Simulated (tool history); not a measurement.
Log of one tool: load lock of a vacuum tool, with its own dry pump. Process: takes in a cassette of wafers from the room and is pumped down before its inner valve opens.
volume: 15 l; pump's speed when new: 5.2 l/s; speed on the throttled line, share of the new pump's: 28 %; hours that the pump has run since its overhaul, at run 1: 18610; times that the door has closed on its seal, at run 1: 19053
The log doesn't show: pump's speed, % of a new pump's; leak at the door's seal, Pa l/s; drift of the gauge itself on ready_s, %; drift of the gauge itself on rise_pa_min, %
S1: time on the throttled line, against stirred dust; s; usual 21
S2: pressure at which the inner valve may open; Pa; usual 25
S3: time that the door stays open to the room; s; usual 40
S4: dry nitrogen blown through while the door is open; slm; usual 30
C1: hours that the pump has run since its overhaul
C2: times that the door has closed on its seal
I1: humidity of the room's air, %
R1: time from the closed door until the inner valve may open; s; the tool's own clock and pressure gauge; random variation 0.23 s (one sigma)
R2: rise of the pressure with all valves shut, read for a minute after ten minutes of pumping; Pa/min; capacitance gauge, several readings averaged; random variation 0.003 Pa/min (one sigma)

{"run": 1, "hour": 0.0, "S1": 21, "S2": 25, "S3": 40, "S4": 30, "C1": 18610, "C2": 19053, "I1": 44.7, "R1": 40.6, "R2": 0.127}
{"run": 2, "hour": 216.6, "S1": 21, "S2": 23, "S3": 40, "S4": 30, "C1": 18826, "C2": 19524, "I1": 45.7, "R1": 40.7, "R2": 0.12}
{"run": 3, "hour": 586.5, "S1": 21, "S2": 25, "S3": 40, "S4": 30, "C1": 19196, "C2": 20328, "I1": 46.0, "R1": 40.2, "R2": 0.13}
{"run": 4, "hour": 842.1, "S1": 21, "S2": 25, "S3": 40, "S4": 8, "C1": 19452, "C2": 20884, "I1": 48.0, "R1": 40.5, "R2": 0.157}
{"run": 5, "hour": 1237.4, "S1": 21, "S2": 48, "S3": 40, "S4": 30, "C1": 19847, "C2": 21743, "I1": 41.5, "R1": 39.0, "R2": 0.146}
{"run": 6, "hour": 1720.9, "S1": 21, "S2": 48, "S3": 40, "S4": 30, "C1": 20331, "C2": 22794, "I1": 44.3, "R1": 39.0, "R2": 0.151}
{"run": 7, "hour": 2017.9, "S1": 21, "S2": 48, "S3": 40, "S4": 30, "C1": 20628, "C2": 23440, "I1": 46.0, "R1": 38.4, "R2": 0.163}
{"run": 8, "hour": 2398.5, "S1": 21, "S2": 48, "S3": 40, "S4": 30, "C1": 21008, "C2": 24267, "I1": 44.5, "R1": 38.4, "R2": 0.167}
{"run": 9, "hour": 2757.5, "S1": 21, "S2": 25, "S3": 40, "S4": 30, "C1": 21367, "C2": 25048, "I1": 45.9, "R1": 40.2, "R2": 0.175}
{"run": 10, "hour": 2975.0, "S1": 21, "S2": 25, "S3": 71, "S4": 30, "C1": 21585, "C2": 25521, "I1": 41.6, "R1": 40.7, "R2": 0.188}
{"hour": 3446.1, "done": "door's seal changed, seat wiped"}
{"run": 11, "hour": 3446.1, "S1": 21, "S2": 25, "S3": 40, "S4": 30, "C1": 22055, "C2": 0, "I1": 48.7, "R1": 40.7, "R2": 0.02}
{"run": 12, "hour": 3803.4, "S1": 21, "S2": 25, "S3": 40, "S4": 30, "C1": 22412, "C2": 777, "I1": 45.8, "R1": 40.6, "R2": 0.02}
{"run": 13, "hour": 4017.4, "S1": 21, "S2": 30, "S3": 40, "S4": 30, "C1": 22626, "C2": 1242, "I1": 48.9, "R1": 40.1, "R2": 0.027}
{"run": 14, "hour": 4504.7, "S1": 21, "S2": 30, "S3": 40, "S4": 30, "C1": 23113, "C2": 2302, "I1": 43.0, "R1": 40.3, "R2": 0.024}
{"run": 15, "hour": 4807.9, "S1": 21, "S2": 25, "S3": 40, "S4": 30, "C1": 23416, "C2": 2961, "I1": 43.3, "R1": 40.9, "R2": 0.027}
{"run": 16, "hour": 5049.3, "S1": 21, "S2": 25, "S3": 40, "S4": 30, "C1": 23658, "C2": 3486, "I1": 47.0, "R1": 41.3, "R2": 0.029}
{"run": 17, "hour": 5409.4, "S1": 21, "S2": 25, "S3": 40, "S4": 30, "C1": 24018, "C2": 4268, "I1": 44.5, "R1": 40.8, "R2": 0.033}
{"run": 18, "hour": 5715.0, "S1": 21, "S2": 25, "S3": 40, "S4": 30, "C1": 24323, "C2": 4933, "I1": 45.7, "R1": 41.0, "R2": 0.034}
{"hour": 6155.9, "done": "dry pump taken out, an overhauled one fitted"}
{"run": 19, "hour": 6235.0, "S1": 21, "S2": 25, "S3": 40, "S4": 30, "C1": 79, "C2": 6050, "I1": 45.6, "R1": 39.3, "R2": 0.038}
{"run": 20, "hour": 6709.6, "S1": 21, "S2": 46, "S3": 40, "S4": 30, "C1": 554, "C2": 7082, "I1": 43.6, "R1": 37.1, "R2": 0.042}
{"run": 21, "hour": 6979.1, "S1": 27, "S2": 30, "S3": 40, "S4": 30, "C1": 823, "C2": 7667, "I1": 42.9, "R1": 42.4, "R2": 0.05}
{"run": 22, "hour": 7196.0, "S1": 27, "S2": 30, "S3": 40, "S4": 30, "C1": 1040, "C2": 8139, "I1": 45.7, "R1": 42.6, "R2": 0.045}
{"run": 23, "hour": 7437.6, "S1": 27, "S2": 20, "S3": 40, "S4": 30, "C1": 1282, "C2": 8664, "I1": 49.3, "R1": 44.1, "R2": 0.053}
{"run": 24, "hour": 7684.2, "S1": 18, "S2": 25, "S3": 59, "S4": 7, "C1": 1528, "C2": 9200, "I1": 47.6, "R1": 36.7, "R2": 0.074}
{"run": 25, "hour": 8191.1, "S1": 18, "S2": 25, "S3": 59, "S4": 7, "C1": 2035, "C2": 10302, "I1": 41.4, "R1": 36.7, "R2": 0.078}
{"run": 26, "hour": 8403.8, "S1": 34, "S2": 32, "S3": 89, "S4": 9, "C1": 2248, "C2": 10765, "I1": 42.4, "R1": 47.2, "R2": 0.083}
{"run": 27, "hour": 8691.0, "S1": 34, "S2": 50, "S3": 32, "S4": 9, "C1": 2535, "C2": 11389, "I1": 47.1, "R1": 45.9, "R2": 0.077}
{"run": 28, "hour": 8920.4, "S1": 25, "S2": 50, "S3": 35, "S4": 9, "C1": 2765, "C2": 11888, "I1": 47.9, "R1": 39.3, "R2": 0.08}
{"run": 29, "hour": 9173.4, "S1": 25, "S2": 50, "S3": 35, "S4": 9, "C1": 3018, "C2": 12438, "I1": 42.3, "R1": 39.8, "R2": 0.08}
{"run": 30, "hour": 9533.8, "S1": 11, "S2": 21, "S3": 71, "S4": 6, "C1": 3378, "C2": 13221, "I1": 44.4, "R1": 32.5, "R2": 0.101}
{"run": 31, "hour": 9783.7, "S1": 21, "S2": 39, "S3": 40, "S4": 13, "C1": 3628, "C2": 13764, "I1": 48.1, "R1": 37.9, "R2": 0.096}
{"run": 32, "hour": 10025.6, "S1": 21, "S2": 39, "S3": 40, "S4": 13, "C1": 3870, "C2": 14290, "I1": 43.1, "R1": 38.2, "R2": 0.096}
{"run": 33, "hour": 10370.8, "S1": 21, "S2": 39, "S3": 40, "S4": 13, "C1": 4215, "C2": 15041, "I1": 44.1, "R1": 37.9, "R2": 0.094}
{"run": 34, "hour": 10631.0, "S1": 39, "S2": 49, "S3": 128, "S4": 7, "C1": 4475, "C2": 15606, "I1": 42.2, "R1": 49.6, "R2": 0.129}
{"run": 35, "hour": 10956.2, "S1": 21, "S2": 25, "S3": 170, "S4": 20, "C1": 4800, "C2": 16313, "I1": 44.0, "R1": 39.5, "R2": 0.114}
{"run": 36, "hour": 11190.8, "S1": 21, "S2": 44, "S3": 74, "S4": 30, "C1": 5035, "C2": 16823, "I1": 48.3, "R1": 37.7, "R2": 0.105}
{"run": 37, "hour": 11605.5, "S1": 10, "S2": 19, "S3": 40, "S4": 30, "C1": 5450, "C2": 17725, "I1": 44.7, "R1": 32.4, "R2": 0.11}

Forecast each of these 4 alternatives for the next run:
{"run": "A", "hour": 12034.2, "S1": 10, "S2": 41, "S3": 40, "S4": 28, "C1": 5878, "C2": 18657, "I1": 45.5, "R1": "?", "R2": "?"}
{"run": "B", "hour": 12034.2, "S1": 10, "S2": 18, "S3": 26, "S4": 34, "C1": 5878, "C2": 18657, "I1": 46.1, "R1": "?", "R2": "?"}
{"run": "C", "hour": 12034.2, "S1": 10, "S2": 19, "S3": 40, "S4": 28, "C1": 5878, "C2": 18657, "I1": 48.5, "R1": "?", "R2": "?"}
{"run": "D", "hour": 12034.2, "S1": 19, "S2": 35, "S3": 93, "S4": 30, "C1": 5878, "C2": 18657, "I1": 45.0, "R1": "?", "R2": "?"}

run=A R1=29.3 R2=0.122
run=B R1=32.6 R2=0.118
run=C R1=32.0 R2=0.111
run=D R1=37.1 R2=0.121
Without the tool's hidden state the same runs would have given:
run=A R1=29.1 R2=0.025
run=B R1=32.2 R2=0.021
run=C R1=31.7 R2=0.015
run=D R1=36.9 R2=0.025
